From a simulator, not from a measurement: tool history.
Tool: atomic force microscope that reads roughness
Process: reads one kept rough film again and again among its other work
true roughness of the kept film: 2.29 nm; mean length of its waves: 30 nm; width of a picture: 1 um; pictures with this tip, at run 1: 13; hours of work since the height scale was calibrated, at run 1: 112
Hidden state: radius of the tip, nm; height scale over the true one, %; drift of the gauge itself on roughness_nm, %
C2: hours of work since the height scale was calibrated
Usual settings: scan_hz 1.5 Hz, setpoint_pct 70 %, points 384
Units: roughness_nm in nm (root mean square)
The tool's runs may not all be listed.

Run 1, hour 0: usual settings; pictures with this tip 13; C2 112. Result: roughness_nm 1.985 nm (root mean square).
Run 2, hour 15.8: usual settings; pictures with this tip 28; C2 119. Result: roughness_nm 1.97 nm (root mean square).
Run 3, hour 32.4: usual settings; pictures with this tip 44; C2 126. Result: roughness_nm 1.942 nm (root mean square).
Run 4, hour 47.8: usual settings but points 270; pictures with this tip 60; C2 132. Result: roughness_nm 1.918 nm (root mean square).
Run 5, hour 58.3: usual settings but points 270; pictures with this tip 70; C2 136. Result: roughness_nm 1.911 nm (root mean square).
Run 6, hour 79: usual settings but points 270; pictures with this tip 90; C2 145. Result: roughness_nm 1.868 nm (root mean square).
Run 7, hour 89.9: usual settings but points 270; pictures with this tip 101; C2 149. Result: roughness_nm 1.867 nm (root mean square).
Run 8, hour 108.7: usual settings but points 270; pictures with this tip 119; C2 157. Result: roughness_nm 1.839 nm (root mean square).
Run 9, hour 125.3: usual settings but scan_hz 1.24 Hz; pictures with this tip 136; C2 164. Result: roughness_nm 1.834 nm (root mean square).
Run 10, hour 138.5: usual settings but scan_hz 1.24 Hz; pictures with this tip 149; C2 169. Result: roughness_nm 1.848 nm (root mean square).
Run 11, hour 158.9: usual settings; pictures with this tip 169; C2 177. Result: roughness_nm 1.782 nm (root mean square).
Run 12, hour 175.1: usual settings; pictures with this tip 185; C2 184. Result: roughness_nm 1.783 nm (root mean square).
At hour 177: height scale calibrated on a step standard.
At hour 189.8: new tip fitted.
Run 13, hour 191.9: usual settings but scan_hz 2.06 Hz, setpoint_pct 71 %, points 521; pictures with this tip 2; C2 6. Result: roughness_nm 1.951 nm (root mean square).
Run 14, hour 202: usual settings but scan_hz 2.06 Hz, setpoint_pct 71 %, points 521; pictures with this tip 12; C2 10. Result: roughness_nm 1.952 nm (root mean square).
Run 15, hour 220.5: usual settings but scan_hz 2.06 Hz, setpoint_pct 71 %, points 521; pictures with this tip 30; C2 18. Result: roughness_nm 1.917 nm (root mean square).
Run 16, hour 241.4: usual settings but scan_hz 3.8 Hz, setpoint_pct 89 %; pictures with this tip 50; C2 26. Result: roughness_nm 1.472 nm (root mean square).
Run 17, hour 253.7: usual settings but scan_hz 0.85 Hz, setpoint_pct 89 %, points 531; pictures with this tip 62; C2 31. Result: roughness_nm 1.881 nm (root mean square).
At hour 255.6: height scale calibrated on a step standard, once more.
Run 18, hour 266.6: usual settings but scan_hz 0.92 Hz, setpoint_pct 67 %, points 599; pictures with this tip 74; C2 4. Result: roughness_nm 1.978 nm (root mean square).
Run 19, hour 277.8: usual settings but scan_hz 2.98 Hz, setpoint_pct 69 %, points 307; pictures with this tip 85; C2 9. Result: roughness_nm 1.794 nm (root mean square).
Run 20, hour 288.3: usual settings but scan_hz 1.67 Hz, setpoint_pct 69 %, points 841; pictures with this tip 95; C2 13. Result: roughness_nm 1.899 nm (root mean square).

Forecast run 21:
Run 21, hour 309.2: usual settings but scan_hz 1.67 Hz, setpoint_pct 71 %, points 937; pictures with this tip 116; C2 22. Result: roughness_nm ?.

{"run 21": {"roughness_nm": 1.851}}
Without the tool's hidden state the same run would have given roughness_nm 1.996 nm (root mean square).
